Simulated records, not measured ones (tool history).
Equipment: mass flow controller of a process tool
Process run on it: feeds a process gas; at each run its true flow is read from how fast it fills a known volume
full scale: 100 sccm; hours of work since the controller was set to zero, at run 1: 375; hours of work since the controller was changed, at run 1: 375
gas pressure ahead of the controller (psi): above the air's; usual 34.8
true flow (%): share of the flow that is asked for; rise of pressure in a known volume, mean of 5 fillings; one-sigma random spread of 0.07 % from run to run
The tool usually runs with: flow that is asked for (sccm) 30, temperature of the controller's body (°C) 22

| run | hour | flow that is asked for (sccm) | gas pressure ahead of the controller (psi) | temperature of the controller's body (°C) | hours of work since the controller was set to zero | hours of work since the controller was changed | true flow (%) |
|---|---|---|---|---|---|---|---|
| 1 | 0 | 30 | 34.8 | 22 | 375 | 375 | 97.34 |
| 2 | 45.9 | 30 | 34.8 | 22 | 406 | 406 | 97.52 |
| 3 | 124.8 | 30 | 34.8 | 22 | 461 | 461 | 97.48 |
| 4 | 177.7 | 30 | 34.8 | 22 | 498 | 498 | 97.35 |
| 5 | 239.6 | 30 | 34.8 | 22 | 540 | 540 | 97.4 |
| 6 | 314.7 | 30 | 28.7 | 22 | 592 | 592 | 97.67 |
| 7 | 371.4 | 30 | 34.8 | 22 | 632 | 632 | 97.46 |
| 8 | 448.4 | 30 | 34.8 | 22 | 685 | 685 | 97.33 |
| 9 | 481.7 | 30 | 34.8 | 22 | 708 | 708 | 97.36 |
| 10 | 527.3 | 30 | 34.8 | 22 | 739 | 739 | 97.41 |
| 11 | 580.9 | 30 | 34.8 | 22 | 776 | 776 | 97.46 |
| 12 | 629.4 | 30 | 34.8 | 22 | 810 | 810 | 97.46 |
| 13 | 671.7 | 30 | 34.8 | 22 | 839 | 839 | 97.53 |
| 14 | 736 | 30 | 34.8 | 32 | 884 | 884 | 98.17 |
| 15 | 801.7 | 30 | 34.8 | 32 | 929 | 929 | 98.17 |
| 16 | 854.7 | 30 | 34.8 | 32 | 966 | 966 | 98.28 |
| 17 | 894.3 | 30 | 34.8 | 32 | 993 | 993 | 98.25 |
| 18 | 953.1 | 30 | 34.8 | 32 | 1034 | 1034 | 98.2 |
| 19 | 1018.5 | 30 | 34.8 | 32 | 1079 | 1079 | 98.31 |
| 20 | 1059.5 | 30 | 34.8 | 32 | 1108 | 1108 | 98.19 |
| 21 | 1104.7 | 15 | 39.7 | 36 | 1139 | 1139 | 98.01 |
| 22 | 1145.6 | 26 | 39.7 | 36 | 1167 | 1167 | 98.32 |
| 23 | 1200.4 | 15 | 20.3 | 34 | 1205 | 1205 | 98.56 |
| 24 | 1260.7 | 19 | 32.5 | 27 | 1247 | 1247 | 97.48 |
| 25 | 1337.3 | 19 | 32.5 | 27 | 1300 | 1300 | 97.57 |
| 26 | 1388.4 | 19 | 32.5 | 26 | 1335 | 1335 | 97.61 |
| 27 | 1441.9 | 19 | 32.5 | 26 | 1372 | 1372 | 97.47 |
| 28 | 1510.3 | 19 | 32.5 | 26 | 1420 | 1420 | 97.52 |
| 29 | 1590.7 | 72 | 32.5 | 38 | 1475 | 1475 | 99.99 |
| 30 | 1650.6 | 72 | 32.5 | 38 | 1517 | 1517 | 99.99 |
| 31 | 1692.3 | 55 | 34.8 | 22 | 1545 | 1545 | 98.18 |
| 32 | 1743.1 | 55 | 34.8 | 22 | 1581 | 1581 | 98.13 |
| 33 | 1818.3 | 55 | 34.8 | 22 | 1633 | 1633 | 98.18 |
| 34 | 1873.9 | 55 | 34.8 | 22 | 1671 | 1671 | 98.12 |
| 35 | 1936.4 | 14 | 27.6 | 27 | 1714 | 1714 | 97.65 |
| 36 | 2002.6 | 30 | 27 | 22 | 1760 | 1760 | 97.79 |
| 37 | 2042.7 | 30 | 27 | 22 | 1788 | 1788 | 97.73 |
| 38 | 2119.3 | 26 | 36.8 | 26 | 1841 | 1841 | 97.57 |
| 39 | 2184.7 | 13 | 21.6 | 33 | 1886 | 1886 | 98.34 |

Consider 3 possible next runs. They are alternatives, not a sequence: every one starts from the tool as it was left by run 39. What does each give?
| A | 2228.7 | 30 | 34.8 | 26 | 1917 | 1917 | ? |
| B | 2228.7 | 16 | 21.3 | 23 | 1917 | 1917 | ? |
| C | 2228.7 | 30 | 37.7 | 22 | 1917 | 1917 | ? |

| run | true flow (%) |
|---|---|
| A | 97.88 |
| B | 97.76 |
| C | 97.34 |
Stripped of hidden state, with their random variation kept, the same runs would have yielded:
| run | true flow (%) |
|---|---|
| A | 97.88 |
| B | 97.76 |
| C | 97.34 |

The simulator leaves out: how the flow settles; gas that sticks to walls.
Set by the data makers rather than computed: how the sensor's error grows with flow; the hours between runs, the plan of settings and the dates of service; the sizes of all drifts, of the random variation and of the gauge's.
